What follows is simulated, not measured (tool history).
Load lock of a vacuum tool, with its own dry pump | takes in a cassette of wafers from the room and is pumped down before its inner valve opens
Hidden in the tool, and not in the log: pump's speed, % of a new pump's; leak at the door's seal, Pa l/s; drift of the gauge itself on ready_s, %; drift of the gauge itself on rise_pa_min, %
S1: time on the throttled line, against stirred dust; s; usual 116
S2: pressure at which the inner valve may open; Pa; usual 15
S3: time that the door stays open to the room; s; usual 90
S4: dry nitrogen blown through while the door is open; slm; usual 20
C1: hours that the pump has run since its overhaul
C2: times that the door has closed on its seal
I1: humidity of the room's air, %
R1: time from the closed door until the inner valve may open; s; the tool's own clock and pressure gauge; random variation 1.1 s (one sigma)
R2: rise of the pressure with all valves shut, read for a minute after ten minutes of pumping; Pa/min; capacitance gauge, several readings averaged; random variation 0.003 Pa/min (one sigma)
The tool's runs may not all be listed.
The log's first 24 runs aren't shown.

Run 25, day 83.542: usual settings but S3 69 s; C1 6098; C2 19119; I1 48.1. Result: R1 224.8 s, R2 0.088 Pa/min.
Run 26, day 86.779: usual settings but S3 69 s; C1 6176; C2 19431; I1 43.1. Result: R1 225.7 s, R2 0.085 Pa/min.
Run 27, day 89.025: usual settings but S3 69 s; C1 6229; C2 19647; I1 43.5. Result: R1 227.2 s, R2 0.088 Pa/min.
Run 28, day 91.654: usual settings but S2 22 Pa, S3 45 s; C1 6293; C2 19900; I1 45.2. Result: R1 219.0 s, R2 0.084 Pa/min.
Run 29, day 95.304: usual settings but S1 135 s, S2 22 Pa, S3 112 s, S4 42 slm; C1 6380; C2 20252; I1 40.8. Result: R1 234.8 s, R2 0.087 Pa/min.
Run 30, day 98.104: usual settings but S1 135 s, S2 22 Pa, S3 112 s, S4 42 slm; C1 6447; C2 20521; I1 44.6. Result: R1 235.3 s, R2 0.088 Pa/min.
Run 31, day 102.312: usual settings but S1 135 s, S2 22 Pa, S3 44 s, S4 6 slm; C1 6548; C2 20927; I1 41.7. Result: R1 235.3 s, R2 0.100 Pa/min.
Run 32, day 106.129: usual settings but S1 135 s, S2 22 Pa, S3 44 s, S4 6 slm; C1 6640; C2 21294; I1 38.9. Result: R1 233.4 s, R2 0.095 Pa/min.
Run 33, day 110.812: usual settings but S1 135 s, S2 12 Pa, S3 116 s, S4 6 slm; C1 6752; C2 21745; I1 46.4. Result: R1 244.6 s, R2 0.136 Pa/min.

Forecast each of these 4 alternatives for the next run:
Run A, day 113.879: usual settings but S1 135 s, S2 12 Pa, S3 116 s, S4 11 slm; C1 6826; C2 22041; I1 47.7. Result: R1 ?, R2 ?.
Run B, day 113.879: usual settings but S2 18 Pa, S3 62 s; C1 6826; C2 22041; I1 45.9. Result: R1 ?, R2 ?.
Run C, day 113.879: usual settings but S1 135 s, S2 13 Pa, S3 128 s, S4 31 slm; C1 6826; C2 22041; I1 44.3. Result: R1 ?, R2 ?.
Run D, day 113.879: usual settings but S1 135 s, S2 21 Pa, S3 118 s, S4 6 slm; C1 6826; C2 22041; I1 45.7. Result: R1 ?, R2 ?.

run     R1     R2
  A  244.5  0.130
  B  221.3  0.094
  C  243.5  0.103
  D  235.5  0.135
Without the tool's hidden state the same runs would have given:
run     R1     R2
  A  234.7  0.058
  B  211.7  0.023
  C  233.5  0.031
  D  226.5  0.064

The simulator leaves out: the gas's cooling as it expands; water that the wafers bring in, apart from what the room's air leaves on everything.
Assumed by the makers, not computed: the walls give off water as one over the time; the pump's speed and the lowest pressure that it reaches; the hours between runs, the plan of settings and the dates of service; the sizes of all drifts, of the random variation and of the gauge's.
